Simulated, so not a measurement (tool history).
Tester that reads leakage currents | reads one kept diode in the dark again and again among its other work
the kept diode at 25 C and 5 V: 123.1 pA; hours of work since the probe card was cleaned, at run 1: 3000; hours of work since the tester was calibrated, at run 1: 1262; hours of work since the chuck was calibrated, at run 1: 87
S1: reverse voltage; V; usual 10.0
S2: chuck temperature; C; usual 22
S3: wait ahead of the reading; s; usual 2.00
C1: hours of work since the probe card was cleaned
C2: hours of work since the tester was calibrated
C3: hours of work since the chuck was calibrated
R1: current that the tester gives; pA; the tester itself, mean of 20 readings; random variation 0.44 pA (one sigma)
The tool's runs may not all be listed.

| run | hour | S1 | S2 | S3 | C1 | C2 | C3 | R1 |
|---|---|---|---|---|---|---|---|---|
| 1 | 0.0 | 10.0 | 22 | 2.00 | 3000 | 1262 | 87 | 144.68 |
| 2 | 78.7 | 10.0 | 22 | 2.00 | 3048 | 1310 | 135 | 145.12 |
| 3 | 125.4 | 10.0 | 22 | 2.00 | 3077 | 1339 | 164 | 144.50 |
| 4 | 179.5 | 10.0 | 22 | 2.00 | 3110 | 1372 | 197 | 144.88 |
| 5 | 264.5 | 10.0 | 22 | 2.00 | 3163 | 1425 | 250 | 144.72 |
| 6 | 325.3 | 10.0 | 22 | 2.00 | 3200 | 1462 | 287 | 144.74 |
| 7 | 407.5 | 10.0 | 22 | 2.00 | 3251 | 1513 | 338 | 144.36 |
| 8 | 459.2 | 10.0 | 22 | 2.00 | 3282 | 1544 | 370 | 144.11 |
| 9 | 517.6 | 10.0 | 22 | 2.00 | 3318 | 1580 | 405 | 144.76 |
| 10 | 596.1 | 10.0 | 22 | 2.00 | 3367 | 1629 | 454 | 144.36 |
| 11 | 669.2 | 10.0 | 22 | 2.00 | 3412 | 1674 | 499 | 144.18 |
| 12 | 747.8 | 6.0 | 22 | 2.00 | 3460 | 1722 | 547 | 108.90 |
| 13 | 806.1 | 6.0 | 22 | 2.00 | 3496 | 1758 | 583 | 109.42 |
| 14 | 845.8 | 6.0 | 22 | 2.00 | 3520 | 1782 | 607 | 109.34 |
| 15 | 892.5 | 6.0 | 22 | 2.00 | 3549 | 1811 | 636 | 109.04 |
|  | 917.5 | chuck's temperature calibrated |
| 16 | 963.9 | 10.0 | 22 | 2.00 | 3592 | 1854 | 29 | 144.65 |
| 17 | 1019.7 | 10.0 | 22 | 2.00 | 3626 | 1888 | 63 | 145.03 |
| 18 | 1102.2 | 10.0 | 22 | 2.00 | 3677 | 1939 | 114 | 144.69 |
| 19 | 1140.9 | 1.2 | 26 | 2.00 | 3701 | 1963 | 137 | 61.42 |
| 20 | 1211.2 | 1.0 | 22 | 0.73 | 3744 | 2006 | 181 | 41.44 |
| 21 | 1286.0 | 4.6 | 22 | 8.06 | 3790 | 2052 | 227 | 93.66 |
| 22 | 1356.5 | 1.6 | 22 | 0.65 | 3833 | 2095 | 270 | 53.36 |
| 23 | 1420.2 | 1.6 | 22 | 0.65 | 3872 | 2134 | 309 | 53.91 |
| 24 | 1488.3 | 1.6 | 22 | 0.65 | 3914 | 2176 | 351 | 53.75 |
| 25 | 1542.2 | 1.1 | 27 | 2.00 | 3947 | 2209 | 384 | 63.06 |
|  | 1607.0 | probe card cleaned and baked |
| 26 | 1626.3 | 1.1 | 27 | 2.00 | 12 | 2259 | 434 | 62.84 |
| 27 | 1683.6 | 1.1 | 27 | 1.25 | 47 | 2295 | 469 | 63.18 |
| 28 | 1740.5 | 8.1 | 22 | 0.89 | 82 | 2330 | 504 | 130.44 |
| 29 | 1802.7 | 1.1 | 29 | 5.80 | 120 | 2368 | 543 | 73.32 |
| 30 | 1870.1 | 18.3 | 22 | 3.00 | 162 | 2409 | 584 | 199.98 |
| 31 | 1906.0 | 10.0 | 24 | 8.40 | 184 | 2431 | 606 | 166.57 |
| 32 | 1947.6 | 10.0 | 24 | 8.40 | 210 | 2457 | 632 | 166.73 |
|  | 1981.9 | chuck's temperature calibrated |
| 33 | 2002.8 | 1.3 | 22 | 2.00 | 242 | 2490 | 13 | 47.48 |
| 34 | 2051.6 | 2.5 | 33 | 8.07 | 272 | 2520 | 43 | 153.05 |
| 35 | 2094.3 | 2.5 | 43 | 8.07 | 299 | 2546 | 69 | 303.87 |
| 36 | 2160.0 | 2.5 | 35 | 0.47 | 339 | 2586 | 110 | 177.50 |

5 ways to go on from here, each from the tool as it stands after run 36. What would each give?
| A | 2221.5 | 1.9 | 22 | 8.55 | 377 | 2624 | 147 | ? |
| B | 2221.5 | 5.0 | 21 | 6.43 | 377 | 2624 | 147 | ? |
| C | 2221.5 | 3.8 | 42 | 7.07 | 377 | 2624 | 147 | ? |
| D | 2221.5 | 4.5 | 20 | 2.00 | 377 | 2624 | 147 | ? |
| E | 2221.5 | 2.6 | 21 | 3.62 | 377 | 2624 | 147 | ? |

| run | R1 |
|---|---|
| A | 57.91 |
| B | 91.33 |
| C | 358.31 |
| D | 80.11 |
| E | 63.76 |
Without the tool's hidden state the same runs would have given:
| run | R1 |
|---|---|
| A | 57.95 |
| B | 91.38 |
| C | 358.53 |
| D | 80.16 |
| E | 63.80 |
